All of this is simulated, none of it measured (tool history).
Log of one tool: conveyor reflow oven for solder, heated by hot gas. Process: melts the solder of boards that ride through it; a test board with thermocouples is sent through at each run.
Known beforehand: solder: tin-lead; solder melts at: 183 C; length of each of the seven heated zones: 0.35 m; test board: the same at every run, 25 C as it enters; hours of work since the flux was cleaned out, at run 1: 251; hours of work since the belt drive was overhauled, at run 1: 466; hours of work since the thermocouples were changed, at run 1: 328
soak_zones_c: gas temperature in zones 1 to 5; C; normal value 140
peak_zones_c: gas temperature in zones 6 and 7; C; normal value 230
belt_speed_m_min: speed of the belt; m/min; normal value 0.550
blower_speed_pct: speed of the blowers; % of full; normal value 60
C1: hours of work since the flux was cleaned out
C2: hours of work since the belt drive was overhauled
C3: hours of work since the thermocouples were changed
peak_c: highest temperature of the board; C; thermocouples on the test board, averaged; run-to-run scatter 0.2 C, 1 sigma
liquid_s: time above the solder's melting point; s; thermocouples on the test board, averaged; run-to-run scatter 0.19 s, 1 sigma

{"run": 1, "hour": 0.0, "soak_zones_c": 140, "peak_zones_c": 230, "belt_speed_m_min": 0.55, "blower_speed_pct": 60, "C1": 251, "C2": 466, "C3": 328, "peak_c": 212.6, "liquid_s": 54.2}
{"run": 2, "hour": 62.8, "soak_zones_c": 140, "peak_zones_c": 230, "belt_speed_m_min": 0.55, "blower_speed_pct": 60, "C1": 289, "C2": 504, "C3": 367, "peak_c": 212.2, "liquid_s": 54.3}
{"run": 3, "hour": 125.0, "soak_zones_c": 140, "peak_zones_c": 230, "belt_speed_m_min": 0.55, "blower_speed_pct": 60, "C1": 327, "C2": 542, "C3": 405, "peak_c": 211.7, "liquid_s": 53.5}
{"hour": 141.5, "done": "flux residue cleaned out of gas plates and filters"}
{"run": 4, "hour": 201.2, "soak_zones_c": 140, "peak_zones_c": 230, "belt_speed_m_min": 0.464, "blower_speed_pct": 60, "C1": 37, "C2": 586, "C3": 449, "peak_c": 218.8, "liquid_s": 72.7}
{"run": 5, "hour": 264.2, "soak_zones_c": 140, "peak_zones_c": 230, "belt_speed_m_min": 0.464, "blower_speed_pct": 60, "C1": 75, "C2": 625, "C3": 487, "peak_c": 218.4, "liquid_s": 72.1}
{"run": 6, "hour": 333.7, "soak_zones_c": 144, "peak_zones_c": 230, "belt_speed_m_min": 0.55, "blower_speed_pct": 60, "C1": 118, "C2": 667, "C3": 530, "peak_c": 214.4, "liquid_s": 58.0}
{"run": 7, "hour": 401.9, "soak_zones_c": 144, "peak_zones_c": 230, "belt_speed_m_min": 0.55, "blower_speed_pct": 60, "C1": 160, "C2": 709, "C3": 572, "peak_c": 214.0, "liquid_s": 57.6}
{"run": 8, "hour": 452.7, "soak_zones_c": 144, "peak_zones_c": 230, "belt_speed_m_min": 0.55, "blower_speed_pct": 60, "C1": 191, "C2": 741, "C3": 603, "peak_c": 213.5, "liquid_s": 57.2}
{"run": 9, "hour": 483.5, "soak_zones_c": 140, "peak_zones_c": 236, "belt_speed_m_min": 0.55, "blower_speed_pct": 60, "C1": 210, "C2": 759, "C3": 622, "peak_c": 218.1, "liquid_s": 59.2}
{"hour": 531.0, "done": "thermocouples of zones 6 and 7 changed"}
{"run": 10, "hour": 536.8, "soak_zones_c": 140, "peak_zones_c": 243, "belt_speed_m_min": 0.55, "blower_speed_pct": 60, "C1": 242, "C2": 791, "C3": 4, "peak_c": 225.7, "liquid_s": 64.1}
{"run": 11, "hour": 573.8, "soak_zones_c": 140, "peak_zones_c": 237, "belt_speed_m_min": 0.55, "blower_speed_pct": 60, "C1": 264, "C2": 814, "C3": 26, "peak_c": 219.9, "liquid_s": 60.5}
{"run": 12, "hour": 636.9, "soak_zones_c": 140, "peak_zones_c": 230, "belt_speed_m_min": 0.55, "blower_speed_pct": 60, "C1": 303, "C2": 853, "C3": 65, "peak_c": 213.4, "liquid_s": 55.1}
{"run": 13, "hour": 679.0, "soak_zones_c": 140, "peak_zones_c": 230, "belt_speed_m_min": 0.55, "blower_speed_pct": 60, "C1": 329, "C2": 878, "C3": 91, "peak_c": 213.2, "liquid_s": 55.1}
{"hour": 693.2, "done": "flux residue cleaned out of gas plates and filters"}
{"run": 14, "hour": 735.9, "soak_zones_c": 140, "peak_zones_c": 230, "belt_speed_m_min": 0.55, "blower_speed_pct": 84, "C1": 26, "C2": 910, "C3": 123, "peak_c": 220.3, "liquid_s": 62.3}
{"run": 15, "hour": 775.3, "soak_zones_c": 153, "peak_zones_c": 230, "belt_speed_m_min": 0.55, "blower_speed_pct": 60, "C1": 50, "C2": 934, "C3": 147, "peak_c": 217.6, "liquid_s": 64.7}
{"run": 16, "hour": 809.9, "soak_zones_c": 153, "peak_zones_c": 230, "belt_speed_m_min": 0.55, "blower_speed_pct": 60, "C1": 72, "C2": 956, "C3": 168, "peak_c": 217.5, "liquid_s": 64.5}
{"run": 17, "hour": 865.0, "soak_zones_c": 150, "peak_zones_c": 225, "belt_speed_m_min": 0.55, "blower_speed_pct": 60, "C1": 106, "C2": 990, "C3": 202, "peak_c": 212.6, "liquid_s": 59.5}
{"run": 18, "hour": 928.8, "soak_zones_c": 150, "peak_zones_c": 225, "belt_speed_m_min": 0.55, "blower_speed_pct": 60, "C1": 145, "C2": 1029, "C3": 241, "peak_c": 212.0, "liquid_s": 58.9}
{"run": 19, "hour": 959.5, "soak_zones_c": 150, "peak_zones_c": 225, "belt_speed_m_min": 0.55, "blower_speed_pct": 58, "C1": 164, "C2": 1048, "C3": 260, "peak_c": 211.6, "liquid_s": 58.4}
{"run": 20, "hour": 1008.7, "soak_zones_c": 134, "peak_zones_c": 226, "belt_speed_m_min": 0.627, "blower_speed_pct": 72, "C1": 194, "C2": 1078, "C3": 290, "peak_c": 208.3, "liquid_s": 42.3}
{"run": 21, "hour": 1060.1, "soak_zones_c": 137, "peak_zones_c": 230, "belt_speed_m_min": 0.59, "blower_speed_pct": 60, "C1": 225, "C2": 1109, "C3": 322, "peak_c": 210.8, "liquid_s": 48.4}
{"run": 22, "hour": 1128.3, "soak_zones_c": 137, "peak_zones_c": 230, "belt_speed_m_min": 0.541, "blower_speed_pct": 60, "C1": 267, "C2": 1151, "C3": 364, "peak_c": 213.4, "liquid_s": 55.6}
{"run": 23, "hour": 1162.3, "soak_zones_c": 137, "peak_zones_c": 230, "belt_speed_m_min": 0.541, "blower_speed_pct": 60, "C1": 288, "C2": 1172, "C3": 385, "peak_c": 213.3, "liquid_s": 55.3}
{"hour": 1193.0, "done": "belt drive overhauled, speed set with a stopwatch"}
{"run": 24, "hour": 1203.9, "soak_zones_c": 143, "peak_zones_c": 241, "belt_speed_m_min": 0.542, "blower_speed_pct": 78, "C1": 311, "C2": 7, "C3": 408, "peak_c": 226.9, "liquid_s": 66.2}
{"hour": 1245.2, "done": "flux residue cleaned out of gas plates and filters"}
{"run": 25, "hour": 1275.8, "soak_zones_c": 143, "peak_zones_c": 241, "belt_speed_m_min": 0.542, "blower_speed_pct": 78, "C1": 19, "C2": 48, "C3": 449, "peak_c": 229.0, "liquid_s": 67.5}
{"run": 26, "hour": 1341.6, "soak_zones_c": 131, "peak_zones_c": 230, "belt_speed_m_min": 0.47, "blower_speed_pct": 60, "C1": 59, "C2": 88, "C3": 489, "peak_c": 217.7, "liquid_s": 66.1}
{"run": 27, "hour": 1371.9, "soak_zones_c": 152, "peak_zones_c": 230, "belt_speed_m_min": 0.629, "blower_speed_pct": 60, "C1": 78, "C2": 107, "C3": 508, "peak_c": 212.4, "liquid_s": 51.3}
{"run": 28, "hour": 1443.0, "soak_zones_c": 132, "peak_zones_c": 230, "belt_speed_m_min": 0.563, "blower_speed_pct": 50, "C1": 122, "C2": 151, "C3": 552, "peak_c": 208.8, "liquid_s": 45.9}
{"run": 29, "hour": 1486.0, "soak_zones_c": 129, "peak_zones_c": 244, "belt_speed_m_min": 0.561, "blower_speed_pct": 56, "C1": 148, "C2": 177, "C3": 578, "peak_c": 222.1, "liquid_s": 56.3}
{"run": 30, "hour": 1524.5, "soak_zones_c": 129, "peak_zones_c": 232, "belt_speed_m_min": 0.561, "blower_speed_pct": 56, "C1": 172, "C2": 201, "C3": 602, "peak_c": 211.5, "liquid_s": 47.4}
{"run": 31, "hour": 1577.1, "soak_zones_c": 148, "peak_zones_c": 227, "belt_speed_m_min": 0.579, "blower_speed_pct": 51, "C1": 204, "C2": 233, "C3": 634, "peak_c": 208.2, "liquid_s": 49.9}

3 ways to go on from here, each from the tool as it stands after run 31. What would each give?
{"hour": 1606.6, "done": "thermocouples of zones 6 and 7 changed"}
{"run": "A", "hour": 1621.9, "soak_zones_c": 140, "peak_zones_c": 230, "belt_speed_m_min": 0.55, "blower_speed_pct": 54, "C1": 230, "C2": 259, "C3": 9, "peak_c": "?", "liquid_s": "?"}
{"hour": 1606.6, "done": "thermocouples of zones 6 and 7 changed"}
{"run": "B", "hour": 1621.9, "soak_zones_c": 140, "peak_zones_c": 230, "belt_speed_m_min": 0.55, "blower_speed_pct": 67, "C1": 230, "C2": 259, "C3": 9, "peak_c": "?", "liquid_s": "?"}
{"hour": 1606.6, "done": "thermocouples of zones 6 and 7 changed"}
{"run": "C", "hour": 1621.9, "soak_zones_c": 148, "peak_zones_c": 234, "belt_speed_m_min": 0.586, "blower_speed_pct": 72, "C1": 230, "C2": 259, "C3": 9, "peak_c": "?", "liquid_s": "?"}

run=A peak_c=212.6 liquid_s=53.8
run=B peak_c=215.8 liquid_s=57.3
run=C peak_c=219.7 liquid_s=59.0
The same runs, with their run-to-run variation unchanged, on a tool lacking any hidden condition would have given:
run=A peak_c=214.2 liquid_s=55.5
run=B peak_c=217.5 liquid_s=59.0
run=C peak_c=221.5 liquid_s=60.4

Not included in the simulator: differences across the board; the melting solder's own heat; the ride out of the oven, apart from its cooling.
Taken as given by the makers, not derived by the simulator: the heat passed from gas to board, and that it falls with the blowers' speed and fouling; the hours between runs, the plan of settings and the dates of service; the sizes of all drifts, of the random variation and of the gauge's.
